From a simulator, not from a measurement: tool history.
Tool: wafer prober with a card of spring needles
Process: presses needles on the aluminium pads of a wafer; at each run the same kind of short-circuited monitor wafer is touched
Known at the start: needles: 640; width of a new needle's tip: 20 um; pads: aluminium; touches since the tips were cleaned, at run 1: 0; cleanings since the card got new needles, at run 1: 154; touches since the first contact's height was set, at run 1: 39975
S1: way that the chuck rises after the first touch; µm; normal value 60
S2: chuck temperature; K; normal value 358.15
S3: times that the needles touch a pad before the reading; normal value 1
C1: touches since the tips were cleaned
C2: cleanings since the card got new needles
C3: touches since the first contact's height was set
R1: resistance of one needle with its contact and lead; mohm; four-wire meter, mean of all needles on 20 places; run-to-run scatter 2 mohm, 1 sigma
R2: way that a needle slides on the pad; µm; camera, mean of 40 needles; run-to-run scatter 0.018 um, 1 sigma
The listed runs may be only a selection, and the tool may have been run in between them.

Run 1, hour 0.0: usual settings; C1 0; C2 154; C3 39975. Result: R1 216 mohm, R2 8.95 µm.
At hour 16.0: tips cleaned on abrasive film.
At hour 31.8: tips cleaned on abrasive film.
At hour 44.7: tips cleaned on abrasive film.
Run 2, hour 55.8: usual settings; C1 5706; C2 157; C3 68335. Result: R1 216 mohm, R2 8.95 µm.
At hour 59.1: tips cleaned on abrasive film.
At hour 74.9: tips cleaned on abrasive film.
At hour 90.6: tips cleaned on abrasive film.
At hour 106.4: tips cleaned on abrasive film.
Run 3, hour 113.6: usual settings but S2 347.15 K; C1 3648; C2 161; C3 97624. Result: R1 214 mohm, R2 8.93 µm.
At hour 120.0: tips cleaned on abrasive film.
At hour 136.1: tips cleaned on abrasive film.
At hour 152.1: tips cleaned on abrasive film.
At hour 168.0: tips cleaned on abrasive film.
Run 4, hour 178.3: usual settings; C1 5286; C2 165; C3 130498. Result: R1 217 mohm, R2 8.98 µm.
At hour 181.6: tips cleaned on abrasive film.
At hour 194.5: tips cleaned on abrasive film.
At hour 210.5: tips cleaned on abrasive film.
At hour 222.9: height of the first contact set anew.
At hour 226.2: tips cleaned on abrasive film.
Run 5, hour 232.9: usual settings; C1 3407; C2 169; C3 5033. Result: R1 216 mohm, R2 8.96 µm.
At hour 239.2: tips cleaned on abrasive film.
At hour 252.0: tips cleaned on abrasive film.
At hour 267.8: tips cleaned on abrasive film.
At hour 283.4: tips cleaned on abrasive film.
Run 6, hour 296.0: usual settings; C1 6474; C2 173; C3 37078. Result: R1 220 mohm, R2 8.93 µm.
At hour 299.3: tips cleaned on abrasive film.
At hour 314.4: tips cleaned on abrasive film.
At hour 330.2: tips cleaned on abrasive film.
At hour 346.1: tips cleaned on abrasive film.
Run 7, hour 349.8: usual settings; C1 1854; C2 177; C3 64325. Result: R1 219 mohm, R2 9.00 µm.
At hour 359.4: tips cleaned on abrasive film.
At hour 374.9: tips cleaned on abrasive film.
At hour 390.5: tips cleaned on abrasive film.
At hour 403.4: tips cleaned on abrasive film.
Run 8, hour 405.2: usual settings; C1 917; C2 181; C3 92412. Result: R1 219 mohm, R2 8.95 µm.
At hour 417.9: tips cleaned on abrasive film.
At hour 433.4: tips cleaned on abrasive film.
At hour 449.2: tips cleaned on abrasive film.
Run 9, hour 452.2: usual settings but S2 327.15 K; C1 1549; C2 184; C3 116284. Result: R1 208 mohm, R2 8.94 µm.
At hour 465.0: tips cleaned on abrasive film.
At hour 477.9: tips cleaned on abrasive film.
Run 10, hour 485.2: usual settings but S2 327.15 K; C1 3752; C2 186; C3 133033. Result: R1 208 mohm, R2 8.94 µm.
At hour 491.7: tips cleaned on abrasive film.
At hour 507.2: tips cleaned on abrasive film.
At hour 523.2: tips cleaned on abrasive film.
At hour 526.7: height of the first contact set anew.
At hour 536.3: tips cleaned on abrasive film.
Run 11, hour 538.4: usual settings but S2 327.15 K; C1 1041; C2 190; C3 5919. Result: R1 209 mohm, R2 8.93 µm.
At hour 551.0: tips cleaned on abrasive film.
At hour 563.8: tips cleaned on abrasive film.
At hour 576.6: tips cleaned on abrasive film.
Run 12, hour 587.9: usual settings; C1 5740; C2 193; C3 31038. Result: R1 214 mohm, R2 8.93 µm.
At hour 591.1: tips cleaned on abrasive film.
At hour 607.0: tips cleaned on abrasive film.
At hour 622.6: tips cleaned on abrasive film.
At hour 638.5: tips cleaned on abrasive film.
At hour 652.3: tips cleaned on abrasive film.
Run 13, hour 652.3: usual settings; C1 0; C2 198; C3 63714. Result: R1 217 mohm, R2 8.98 µm.
At hour 667.8: tips cleaned on abrasive film.
At hour 683.3: tips cleaned on abrasive film.
Run 14, hour 687.1: usual settings but S1 51 µm, S2 311.15 K, S3 2; C1 1940; C2 200; C3 81353. Result: R1 212 mohm, R2 7.61 µm.
At hour 696.3: tips cleaned on abrasive film.
At hour 711.8: tips cleaned on abrasive film.
Run 15, hour 713.6: usual settings; C1 943; C2 202; C3 94816. Result: R1 215 mohm, R2 8.93 µm.
At hour 726.4: tips cleaned on abrasive film.
At hour 742.4: tips cleaned on abrasive film.
At hour 755.2: tips cleaned on abrasive film.
Run 16, hour 756.9: usual settings but S2 369.15 K; C1 884; C2 205; C3 116781. Result: R1 221 mohm, R2 8.95 µm.
At hour 769.7: tips cleaned on abrasive film.
At hour 785.1: tips cleaned on abrasive film.
At hour 800.9: tips cleaned on abrasive film.
Run 17, hour 811.8: usual settings but S2 369.15 K; C1 5555; C2 208; C3 144630. Result: R1 220 mohm, R2 8.93 µm.
At hour 815.1: tips cleaned on abrasive film.
At hour 830.3: tips cleaned on abrasive film.
At hour 830.6: height of the first contact set anew.
At hour 843.4: tips cleaned on abrasive film.
At hour 859.2: tips cleaned on abrasive film.
At hour 875.1: tips cleaned on abrasive film.
Run 18, hour 877.9: usual settings but S2 369.15 K; C1 1405; C2 213; C3 24015. Result: R1 219 mohm, R2 8.99 µm.
At hour 890.2: tips cleaned on abrasive film.
At hour 906.2: tips cleaned on abrasive film.
At hour 919.0: tips cleaned on abrasive film.
Run 19, hour 928.6: usual settings but S1 70 µm, S2 369.15 K, S3 3; C1 4881; C2 216; C3 49756. Result: R1 218 mohm, R2 10.43 µm.
At hour 931.9: tips cleaned on abrasive film.
At hour 947.1: tips cleaned on abrasive film.
At hour 962.7: tips cleaned on abrasive film.
At hour 975.5: tips cleaned on abrasive film.
At hour 989.6: tips cleaned on abrasive film.
Run 20, hour 989.6: usual settings but S1 52 µm, S2 314.15 K; C1 0; C2 221; C3 80676. Result: R1 211 mohm, R2 7.76 µm.
At hour 1002.5: tips cleaned on abrasive film.
At hour 1018.5: tips cleaned on abrasive film.
Run 21, hour 1022.0: usual settings but S1 56 µm, S2 315.15 K; C1 1800; C2 223; C3 97110. Result: R1 205 mohm, R2 8.38 µm.
At hour 1031.4: tips cleaned on abrasive film.
At hour 1044.2: tips cleaned on abrasive film.
At hour 1060.2: tips cleaned on abrasive film.
At hour 1073.0: tips cleaned on abrasive film.
At hour 1085.8: tips cleaned on abrasive film.
Run 22, hour 1087.9: usual settings but S1 56 µm, S2 315.15 K; C1 1067; C2 228; C3 130514. Result: R1 210 mohm, R2 8.34 µm.
At hour 1100.8: tips cleaned on abrasive film.
At hour 1113.6: tips cleaned on abrasive film.
Run 23, hour 1125.5: usual settings but S1 56 µm, S2 314.15 K; C1 6074; C2 230; C3 149597. Result: R1 212 mohm, R2 8.36 µm.
At hour 1128.8: tips cleaned on abrasive film.
At hour 1135.4: height of the first contact set anew.
At hour 1144.9: tips cleaned on abrasive film.
At hour 1159.9: tips cleaned on abrasive film.
At hour 1172.7: tips cleaned on abrasive film.
Run 24, hour 1181.7: usual settings but S2 359.15 K; C1 4562; C2 234; C3 23452. Result: R1 214 mohm, R2 8.98 µm.
At hour 1188.1: tips cleaned on abrasive film.
At hour 1204.1: tips cleaned on abrasive film.
Run 25, hour 1208.9: usual settings but S1 46 µm, S2 307.15 K; C1 2421; C2 236; C3 37254. Result: R1 209 mohm, R2 6.86 µm.
At hour 1218.5: tips cleaned on abrasive film.
At hour 1234.4: tips cleaned on abrasive film.
At hour 1250.4: tips cleaned on abrasive film.
At hour 1263.2: tips cleaned on abrasive film.
Run 26, hour 1267.3: usual settings but S1 46 µm, S2 370.15 K; C1 2098; C2 240; C3 66908. Result: R1 224 mohm, R2 6.84 µm.

Alternative continuations, all from the tool just after run 26; predict every row:
At hour 1277.0: tips cleaned on abrasive film.
At hour 1289.8: tips cleaned on abrasive film.
At hour 1305.5: tips cleaned on abrasive film.
At hour 1320.9: tips cleaned on abrasive film.
Run A, hour 1321.9: usual settings but S1 46 µm, S2 370.15 K; C1 501; C2 244; C3 94575. Result: R1 ?, R2 ?.
At hour 1277.0: tips cleaned on abrasive film.
At hour 1289.8: tips cleaned on abrasive film.
At hour 1305.5: tips cleaned on abrasive film.
At hour 1320.9: tips cleaned on abrasive film.
Run B, hour 1321.9: usual settings but S1 56 µm; C1 501; C2 244; C3 94575. Result: R1 ?, R2 ?.
At hour 1277.0: tips cleaned on abrasive film.
At hour 1289.8: tips cleaned on abrasive film.
At hour 1305.5: tips cleaned on abrasive film.
At hour 1320.9: tips cleaned on abrasive film.
Run C, hour 1321.9: usual settings but S1 56 µm, S2 318.15 K; C1 501; C2 244; C3 94575. Result: R1 ?, R2 ?.

run   R1    R2
  A  226  6.87
  B  218  8.37
  C  208  8.34
Had the tool no hidden state, the same runs would have come out as:
run   R1    R2
  A  226  6.87
  B  218  8.37
  C  208  8.34

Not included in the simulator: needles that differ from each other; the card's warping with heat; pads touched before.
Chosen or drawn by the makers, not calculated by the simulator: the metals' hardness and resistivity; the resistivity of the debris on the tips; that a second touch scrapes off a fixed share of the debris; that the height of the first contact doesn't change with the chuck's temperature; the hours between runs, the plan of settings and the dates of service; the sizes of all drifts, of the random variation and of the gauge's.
